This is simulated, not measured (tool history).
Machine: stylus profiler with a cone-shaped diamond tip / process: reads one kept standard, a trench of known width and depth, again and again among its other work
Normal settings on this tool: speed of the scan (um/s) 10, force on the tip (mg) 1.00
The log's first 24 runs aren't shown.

| run | hour | speed of the scan (um/s) | force on the tip (mg) | scans with this tip | hours of work since the height scale was calibrated | depth of the trench (angstrom) | width of the trench's floor (µm) |
|---|---|---|---|---|---|---|---|
| 25 | 278.5 | 6 | 2.96 | 3080 | 17 | 5078.8 | 44.88 |
| 26 | 288.6 | 3 | 1.82 | 3131 | 23 | 5057.3 | 44.83 |
| 27 | 299.5 | 3 | 1.82 | 3186 | 29 | 5058.8 | 44.87 |
| 28 | 308.1 | 3 | 1.82 | 3229 | 34 | 5055.9 | 44.85 |
| 29 | 319.7 | 3 | 1.82 | 3287 | 40 | 5056.8 | 44.82 |
| 30 | 338.3 | 3 | 1.82 | 3381 | 51 | 5055.5 | 44.77 |
| 31 | 349.0 | 9 | 0.92 | 3434 | 57 | 5033.1 | 44.73 |
| 32 | 358.6 | 10 | 1.18 | 3482 | 63 | 5042.0 | 44.73 |
| 33 | 372.5 | 10 | 1.18 | 3552 | 71 | 5039.6 | 44.72 |
| 34 | 383.3 | 6 | 0.36 | 3606 | 77 | 5020.1 | 44.70 |
| 35 | 400.4 | 17 | 1.73 | 3692 | 87 | 5055.4 | 44.69 |
| 36 | 413.6 | 7 | 1.31 | 3758 | 94 | 5045.4 | 44.70 |
| 37 | 423.1 | 10 | 0.53 | 3806 | 100 | 5026.8 | 44.68 |
| 38 | 440.1 | 2 | 1.69 | 3891 | 109 | 5054.3 | 44.61 |

What if the next run were any one of these 3? Each begins from the tool's condition after run 38:
| A | 449.5 | 5 | 0.69 | 3939 | 115 | ? | ? |
| B | 449.5 | 3 | 1.73 | 3939 | 115 | ? | ? |
| C | 449.5 | 9 | 0.91 | 3939 | 115 | ? | ? |

| run | depth of the trench (angstrom) | width of the trench's floor (µm) |
|---|---|---|
| A | 5029.4 | 44.65 |
| B | 5053.6 | 44.66 |
| C | 5035.4 | 44.69 |
Take away the tool's hidden state, keep each run's random variation, and the runs would have read:
| run | depth of the trench (angstrom) | width of the trench's floor (µm) |
|---|---|---|
| A | 5028.7 | 45.61 |
| B | 5052.9 | 45.62 |
| C | 5034.7 | 45.65 |
